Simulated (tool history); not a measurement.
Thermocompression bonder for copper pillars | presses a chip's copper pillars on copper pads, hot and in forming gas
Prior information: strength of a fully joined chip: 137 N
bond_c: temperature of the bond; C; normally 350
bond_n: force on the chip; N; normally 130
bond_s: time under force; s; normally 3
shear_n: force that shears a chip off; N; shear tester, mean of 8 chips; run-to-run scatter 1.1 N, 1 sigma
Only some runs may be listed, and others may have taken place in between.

run    hour  bond_c  bond_n  bond_s  shear_n
  1       0     350     130       3     93.6
  2    50.1     350     130       3     96.4
  3   108.2     350     130       3     95.6
  4   153.1     350     130       3     93.9
  5   202.4     350     130       3     96.7
  6   293.2     339     130       3     86.7
  7   359.6     339     130       3     87.2
  8   401.2     339     130       3     87.6
      483.6  -- heater calibrated with a thermocouple chip
  9   483.6     321     130       3     73.2
 10   544.3     350     123       3     94.2
      631.6  -- forming gas filter changed
 11   631.9     350     130       3     96.5
 12   695.6     350     130       3     95.5
 13   739.4     350     130       3     94.1
 14   800.3     350     130       3     95.1
 15   848.1     350     130       3     95.5
 16   917.6     350     130       3     94.3
 17   964.9     350     130       3     95.4
 18  1017.1     371     130       3    110.1
 19  1108.5     371     130       3    109.4
 20  1145.4     325      85       3     57.8
 21  1203.3     357     108       3     94.6

What will run 22 give?
     1265.2  -- forming gas filter changed
 22  1269.2     350     139       3        ?

Run 22 produced shear_n 97.7 N.
Take away the tool's hidden state, keep the run-to-run variation as it was, and the same run would have given shear_n 98.1 N.
